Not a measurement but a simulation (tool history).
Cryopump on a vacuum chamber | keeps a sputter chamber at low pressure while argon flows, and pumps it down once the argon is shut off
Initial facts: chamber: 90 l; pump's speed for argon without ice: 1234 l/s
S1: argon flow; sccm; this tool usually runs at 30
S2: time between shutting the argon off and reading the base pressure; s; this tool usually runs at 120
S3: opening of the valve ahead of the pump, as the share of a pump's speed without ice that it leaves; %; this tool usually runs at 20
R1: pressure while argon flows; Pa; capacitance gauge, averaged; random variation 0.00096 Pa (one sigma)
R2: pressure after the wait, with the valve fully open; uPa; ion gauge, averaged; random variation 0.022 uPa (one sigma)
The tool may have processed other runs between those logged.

run 1 hour=0.0 | S1=30 S2=120 S3=20 | R1=0.2110 R2=1.05
run 2 hour=8.8 | S1=30 S2=120 S3=20 | R1=0.2102 R2=1.02
run 3 hour=20.6 | S1=30 S2=120 S3=20 | R1=0.2089 R2=1.05
run 4 hour=33.2 | S1=30 S2=120 S3=20 | R1=0.2106 R2=1.04
run 5 hour=48.0 | S1=30 S2=120 S3=20 | R1=0.2101 R2=1.05
run 6 hour=64.1 | S1=30 S2=120 S3=20 | R1=0.2116 R2=1.08
run 7 hour=72.8 | S1=30 S2=120 S3=20 | R1=0.2104 R2=1.09
run 8 hour=85.5 | S1=30 S2=120 S3=20 | R1=0.2119 R2=1.08
run 9 hour=96.0 | S1=30 S2=120 S3=20 | R1=0.2105 R2=1.07
run 10 hour=113.7 | S1=30 S2=120 S3=20 | R1=0.2109 R2=1.11
run 11 hour=126.1 | S1=30 S2=120 S3=20 | R1=0.2136 R2=1.11
run 12 hour=144.7 | S1=25 S2=120 S3=20 | R1=0.1756 R2=1.19
run 13 hour=162.0 | S1=25 S2=120 S3=20 | R1=0.1761 R2=1.11
run 14 hour=175.6 | S1=25 S2=120 S3=20 | R1=0.1769 R2=1.16
run 15 hour=192.4 | S1=30 S2=120 S3=20 | R1=0.2118 R2=1.16
run 16 hour=206.3 | S1=30 S2=80 S3=20 | R1=0.2122 R2=1.42
run 17 hour=226.1 | S1=30 S2=80 S3=20 | R1=0.2120 R2=1.41
run 18 hour=236.2 | S1=30 S2=80 S3=20 | R1=0.2135 R2=1.44
run 19 hour=255.1 | S1=31 S2=167 S3=20 | R1=0.2203 R2=1.11
run 20 hour=274.1 | S1=22 S2=116 S3=39 | R1=0.0820 R2=1.31
run 21 hour=285.0 | S1=22 S2=116 S3=39 | R1=0.0818 R2=1.23
run 22 hour=302.0 | S1=22 S2=116 S3=39 | R1=0.0825 R2=1.29
run 23 hour=320.5 | S1=58 S2=126 S3=54 | R1=0.1617 R2=1.32
run 24 hour=338.1 | S1=58 S2=126 S3=54 | R1=0.1624 R2=1.27
run 25 hour=358.2 | S1=30 S2=48 S3=20 | R1=0.2150 R2=1.95
run 26 hour=369.5 | S1=12 S2=21 S3=22 | R1=0.0779 R2=3.44
run 27 hour=381.3 | S1=30 S2=41 S3=16 | R1=0.2666 R2=2.24
run 28 hour=399.0 | S1=30 S2=120 S3=41 | R1=0.1078 R2=1.36
run 29 hour=413.5 | S1=30 S2=120 S3=41 | R1=0.1088 R2=1.42
run 30 hour=433.1 | S1=20 S2=160 S3=36 | R1=0.0826 R2=1.34
run 31 hour=442.3 | S1=60 S2=27 S3=19 | R1=0.4500 R2=2.98
run 32 hour=457.4 | S1=55 S2=100 S3=46 | R1=0.1813 R2=1.53

Run 33 has not been measured yet. What should we expect?
run 33 hour=473.4 | S1=43 S2=68 S3=30 | R1=? R2=?

{"run 33": {"R1": 0.2089, "R2": 1.79}}
With the hidden condition absent and the run-to-run variation left alone, this run would have shown R1 0.1954 Pa, R2 1.03 uPa.

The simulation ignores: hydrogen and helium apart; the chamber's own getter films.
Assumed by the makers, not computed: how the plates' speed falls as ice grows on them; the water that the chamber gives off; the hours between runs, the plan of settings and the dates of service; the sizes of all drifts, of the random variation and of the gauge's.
